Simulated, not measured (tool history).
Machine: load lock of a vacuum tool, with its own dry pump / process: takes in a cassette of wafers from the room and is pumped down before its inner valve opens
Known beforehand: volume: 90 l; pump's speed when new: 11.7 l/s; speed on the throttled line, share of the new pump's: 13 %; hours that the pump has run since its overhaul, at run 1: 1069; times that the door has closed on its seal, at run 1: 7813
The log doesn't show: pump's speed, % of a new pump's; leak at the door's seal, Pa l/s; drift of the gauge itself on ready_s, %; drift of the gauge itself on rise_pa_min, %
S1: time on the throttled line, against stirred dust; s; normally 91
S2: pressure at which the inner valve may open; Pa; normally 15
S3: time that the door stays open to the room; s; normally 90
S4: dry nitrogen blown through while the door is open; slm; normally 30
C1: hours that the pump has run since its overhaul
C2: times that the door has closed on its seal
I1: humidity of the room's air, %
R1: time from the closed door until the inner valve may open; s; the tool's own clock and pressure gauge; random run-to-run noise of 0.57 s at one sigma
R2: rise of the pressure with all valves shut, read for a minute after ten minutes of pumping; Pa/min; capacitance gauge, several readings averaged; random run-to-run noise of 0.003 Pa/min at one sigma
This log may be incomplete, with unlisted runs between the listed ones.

run      day   S1  S2   S3  S4    C1     C2    I1     R1     R2
  1        0   91  15   90  30  1069   7813  44.2  148.6  0.113
  2    2.608   91  15   90  30  1132   8060  48.1  148.8  0.117
  3    7.612   91  15   90  30  1252   8534  44.1  147.8  0.125
  4   10.446   91  15   90  30  1320   8803  44.7  150.6  0.126
  5   13.146   91  15   90  30  1385   9059  45.8  148.5  0.132
  6   17.604   91  15   90  30  1492   9481  43.8  149.6  0.141
  7   21.233   91  15   90  30  1579   9825  42.3  148.5  0.148
  8   25.075   91  15   90  30  1671  10189  47.3  149.5  0.153
  9   29.488   91  15   90  30  1777  10607  43.3  149.9  0.161
 10   32.083   91  15   90  30  1839  10853  49.8  148.9  0.163
 11       37  172  15   90  30  1957  11319  43.4  219.7  0.184
 12   41.767  172  15   90   8  2072  11771  43.1  218.4    0.2
 13   46.308   91  15   90  30  2181  12201  45.3    150  0.202
 14   50.688   91  15   90  30  2286  12616  46.8  149.2  0.206
 15   55.471   91  15  154  30  2401  13070  47.1  150.6  0.226
 16   58.392   91  15  154  30  2471  13346  42.6  149.9  0.227
 17     63.6   91  15  154  30  2596  13840  45.5  150.2  0.246
 18   66.662   91  15  154  30  2669  14130  45.1  151.5  0.251
 19   70.596   91  15  154  30  2764  14503  44.9  150.6  0.259
 20   75.329   91  15  154  30  2877  14952  46.2  150.3  0.262
 21   77.917   91  15  154  30  2939  15197  50.2  150.4  0.267
 22   80.471   91  15  154  30  3001  15439  47.5  150.1  0.277
 23   85.842   91  14  154  33  3130  15947  41.6  150.9  0.288
 24     89.2   91  14  154  33  3210  16266  48.1    152  0.302
 25   92.817  174  15   90  33  3297  16608  48.3  222.7  0.304
 26   98.354   91  15   90  11  3430  17133  42.5  152.2  0.321
 27  100.671  107  29   90  30  3485  17353    46  160.3  0.326
 28  104.662  133  25  217  34  3581  17731  42.2  182.3  0.339
 29  108.188  133  25  217  34  3666  18065  44.7  182.8   0.35
 30  110.792   91  14   59   5  3728  18312  46.2  152.3  0.367
 31  116.158   91  15   80  30  3857  18820  45.1  150.8  0.366
 32  119.725   96  15   80   9  3943  19159  42.6  156.9  0.387
 33  125.142   64  11   90  30  4073  19672  46.8    132  0.394
 34  127.546   52  15   90   5  4130  19900  42.9  118.9  0.413
 35  129.862   56  15   90  30  4186  20119  42.1  122.2  0.403
 36  133.712   91  15   34  25  4278  20484  44.6  152.2  0.421
 37  136.338   91  15   27  25  4341  20733    48  152.8  0.425

Selected run-to-run steps in R1, each split into two signed amounts: the part the tool would show with no hidden state at all (from settings, incoming material and random variation), and the remainder, which goes to the hidden state together with any gauge scatter not common to the measured and the hidden-state-free results:
Run 10 -> 11: S1 91 -> 172. R1 +70.8 s: hidden state -0.2, all else +71.
Run 24 -> 25: S1 91 -> 174, S2 14 -> 15, S3 154 -> 90. R1 +70.7 s: hidden state -0.8, all else +71.5.
Run 25 -> 26: S1 174 -> 91, S4 33 -> 11. R1 -70.5 s: hidden state +0.9, all else -71.4.
Run 29 -> 30: S1 133 -> 91, S2 25 -> 14, S3 217 -> 59, S4 34 -> 5. R1 -30.5 s: hidden state +1, all else -31.5.
